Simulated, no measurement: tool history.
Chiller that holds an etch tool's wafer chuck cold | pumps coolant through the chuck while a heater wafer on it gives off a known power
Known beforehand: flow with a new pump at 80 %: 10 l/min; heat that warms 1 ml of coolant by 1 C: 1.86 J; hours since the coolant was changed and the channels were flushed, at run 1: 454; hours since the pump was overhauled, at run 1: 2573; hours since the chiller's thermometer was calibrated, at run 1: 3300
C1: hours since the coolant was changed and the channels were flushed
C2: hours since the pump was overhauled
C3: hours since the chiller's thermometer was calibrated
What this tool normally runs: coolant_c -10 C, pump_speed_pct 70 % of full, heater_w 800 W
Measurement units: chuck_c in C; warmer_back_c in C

run 1 hour=0.0 | coolant_c=-10 pump_speed_pct=70 heater_w=800 | C1=454 C2=2573 C3=3300 | chuck_c=-3.2 warmer_back_c=3.25
run 2 hour=102.8 | coolant_c=-10 pump_speed_pct=70 heater_w=800 | C1=556 C2=2676 C3=3403 | chuck_c=-3.2 warmer_back_c=3.24
run 3 hour=207.1 | coolant_c=-10 pump_speed_pct=70 heater_w=800 | C1=661 C2=2780 C3=3508 | chuck_c=-3.1 warmer_back_c=3.19
run 4 hour=315.1 | coolant_c=-10 pump_speed_pct=70 heater_w=800 | C1=769 C2=2888 C3=3615 | chuck_c=-3.1 warmer_back_c=3.23
run 5 hour=431.6 | coolant_c=-10 pump_speed_pct=70 heater_w=800 | C1=885 C2=3005 C3=3732 | chuck_c=-3.2 warmer_back_c=3.27
run 6 hour=578.6 | coolant_c=-10 pump_speed_pct=70 heater_w=800 | C1=1032 C2=3152 C3=3879 | chuck_c=-3.2 warmer_back_c=3.27
run 7 hour=686.8 | coolant_c=-10 pump_speed_pct=70 heater_w=800 | C1=1141 C2=3260 C3=3987 | chuck_c=-3.1 warmer_back_c=3.37
run 8 hour=796.8 | coolant_c=-10 pump_speed_pct=70 heater_w=800 | C1=1251 C2=3370 C3=4097 | chuck_c=-2.9 warmer_back_c=3.31
run 9 hour=907.8 | coolant_c=-10 pump_speed_pct=70 heater_w=800 | C1=1362 C2=3481 C3=4208 | chuck_c=-3.0 warmer_back_c=3.32
run 10 hour=1015.9 | coolant_c=-7 pump_speed_pct=70 heater_w=800 | C1=1470 C2=3589 C3=4316 | chuck_c=0.0 warmer_back_c=3.38
run 11 hour=1136.0 | coolant_c=-10 pump_speed_pct=70 heater_w=800 | C1=1590 C2=3709 C3=4436 | chuck_c=-2.9 warmer_back_c=3.34
run 12 hour=1249.9 | coolant_c=-10 pump_speed_pct=70 heater_w=800 | C1=1704 C2=3823 C3=4550 | chuck_c=-2.7 warmer_back_c=3.34
run 13 hour=1324.4 | coolant_c=-10 pump_speed_pct=70 heater_w=800 | C1=1778 C2=3898 C3=4625 | chuck_c=-2.8 warmer_back_c=3.29
run 14 hour=1422.9 | coolant_c=-10 pump_speed_pct=70 heater_w=800 | C1=1877 C2=3996 C3=4723 | chuck_c=-2.6 warmer_back_c=3.39
run 15 hour=1518.6 | coolant_c=-15 pump_speed_pct=70 heater_w=460 | C1=1972 C2=4092 C3=4819 | chuck_c=-10.8 warmer_back_c=1.92
run 16 hour=1661.3 | coolant_c=-19 pump_speed_pct=70 heater_w=989 | C1=2115 C2=4235 C3=4962 | chuck_c=-9.9 warmer_back_c=4.14
run 17 hour=1753.4 | coolant_c=-6 pump_speed_pct=95 heater_w=1174 | C1=2207 C2=4327 C3=5054 | chuck_c=2.4 warmer_back_c=3.54
run 18 hour=1885.8 | coolant_c=-6 pump_speed_pct=95 heater_w=1174 | C1=2340 C2=4459 C3=5186 | chuck_c=2.4 warmer_back_c=3.58
run 19 hour=2006.4 | coolant_c=-6 pump_speed_pct=95 heater_w=1174 | C1=2460 C2=4580 C3=5307 | chuck_c=2.4 warmer_back_c=3.60
run 20 hour=2130.7 | coolant_c=-6 pump_speed_pct=76 heater_w=653 | C1=2584 C2=4704 C3=5431 | chuck_c=-0.4 warmer_back_c=2.57
run 21 hour=2201.1 | coolant_c=-1 pump_speed_pct=66 heater_w=827 | C1=2655 C2=4774 C3=5501 | chuck_c=7.3 warmer_back_c=3.79
-- hour=2233.3 chiller's thermometer calibrated
run 22 hour=2346.9 | coolant_c=-14 pump_speed_pct=66 heater_w=432 | C1=2800 C2=4919 C3=114 | chuck_c=-9.3 warmer_back_c=1.99
run 23 hour=2408.3 | coolant_c=-10 pump_speed_pct=75 heater_w=539 | C1=2861 C2=4981 C3=175 | chuck_c=-4.8 warmer_back_c=2.15

4 ways to go on from here, each from the tool as it stands after run 23. What would each give?
run A hour=2497.9 | coolant_c=-10 pump_speed_pct=71 heater_w=539 | C1=2951 C2=5070 C3=265 | chuck_c=? warmer_back_c=?
run B hour=2497.9 | coolant_c=-14 pump_speed_pct=60 heater_w=471 | C1=2951 C2=5070 C3=265 | chuck_c=? warmer_back_c=?
run C hour=2497.9 | coolant_c=-10 pump_speed_pct=70 heater_w=1000 | C1=2951 C2=5070 C3=265 | chuck_c=? warmer_back_c=?
run D hour=2497.9 | coolant_c=-10 pump_speed_pct=62 heater_w=800 | C1=2951 C2=5070 C3=265 | chuck_c=? warmer_back_c=?

run=A chuck_c=-4.8 warmer_back_c=2.40
run=B chuck_c=-8.3 warmer_back_c=2.44
run=C chuck_c=0.1 warmer_back_c=4.32
run=D chuck_c=-1.1 warmer_back_c=3.97
Without the tool's unlogged condition, the same runs would have read:
run=A chuck_c=-6.0 warmer_back_c=2.07
run=B chuck_c=-9.5 warmer_back_c=2.09
run=C chuck_c=-2.0 warmer_back_c=3.69
run=D chuck_c=-2.9 warmer_back_c=3.40
